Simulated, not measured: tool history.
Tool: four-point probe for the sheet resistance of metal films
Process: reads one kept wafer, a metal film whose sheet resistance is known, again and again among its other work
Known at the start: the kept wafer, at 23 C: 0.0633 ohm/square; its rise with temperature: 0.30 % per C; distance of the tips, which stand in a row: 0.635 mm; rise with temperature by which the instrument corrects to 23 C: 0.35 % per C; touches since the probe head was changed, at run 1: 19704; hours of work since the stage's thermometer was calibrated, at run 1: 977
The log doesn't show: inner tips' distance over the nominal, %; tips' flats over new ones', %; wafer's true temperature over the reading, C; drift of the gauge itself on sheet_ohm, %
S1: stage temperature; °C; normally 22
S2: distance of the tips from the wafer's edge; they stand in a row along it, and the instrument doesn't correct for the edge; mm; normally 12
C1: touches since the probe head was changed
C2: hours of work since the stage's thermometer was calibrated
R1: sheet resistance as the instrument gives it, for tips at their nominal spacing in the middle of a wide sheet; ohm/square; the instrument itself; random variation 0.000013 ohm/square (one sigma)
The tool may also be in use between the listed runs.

{"run": 1, "hour": 0.0, "S1": 22, "S2": 12, "C1": 19704, "C2": 977, "R1": 0.063621}
{"run": 2, "hour": 38.2, "S1": 22, "S2": 12, "C1": 20459, "C2": 1001, "R1": 0.063626}
{"run": 3, "hour": 65.8, "S1": 22, "S2": 12, "C1": 21005, "C2": 1019, "R1": 0.063645}
{"run": 4, "hour": 100.9, "S1": 22, "S2": 12, "C1": 21698, "C2": 1041, "R1": 0.063619}
{"run": 5, "hour": 152.6, "S1": 21, "S2": 12, "C1": 22721, "C2": 1074, "R1": 0.063675}
{"run": 6, "hour": 219.0, "S1": 21, "S2": 12, "C1": 24034, "C2": 1117, "R1": 0.063671}
{"run": 7, "hour": 255.8, "S1": 21, "S2": 12, "C1": 24761, "C2": 1140, "R1": 0.063649}
{"run": 8, "hour": 287.9, "S1": 34, "S2": 3, "C1": 25395, "C2": 1161, "R1": 0.064654}
{"run": 9, "hour": 318.6, "S1": 34, "S2": 3, "C1": 26002, "C2": 1180, "R1": 0.06465}
{"run": 10, "hour": 350.3, "S1": 34, "S2": 8, "C1": 26629, "C2": 1200, "R1": 0.063377}
{"run": 11, "hour": 399.6, "S1": 31, "S2": 8, "C1": 27604, "C2": 1232, "R1": 0.063476}
{"run": 12, "hour": 437.4, "S1": 30, "S2": 8, "C1": 28352, "C2": 1256, "R1": 0.063503}
{"run": 13, "hour": 497.0, "S1": 22, "S2": 21, "C1": 29529, "C2": 1294, "R1": 0.063528}

What does the tool deliver on the next run?
{"run": 14, "hour": 544.1, "S1": 29, "S2": 55, "C1": 30461, "C2": 1324, "R1": "?"}

Run 14 yielded R1 0.063303 ohm/square.
The same run, on a tool lacking any hidden state, would have yielded R1 0.063129 ohm/square.

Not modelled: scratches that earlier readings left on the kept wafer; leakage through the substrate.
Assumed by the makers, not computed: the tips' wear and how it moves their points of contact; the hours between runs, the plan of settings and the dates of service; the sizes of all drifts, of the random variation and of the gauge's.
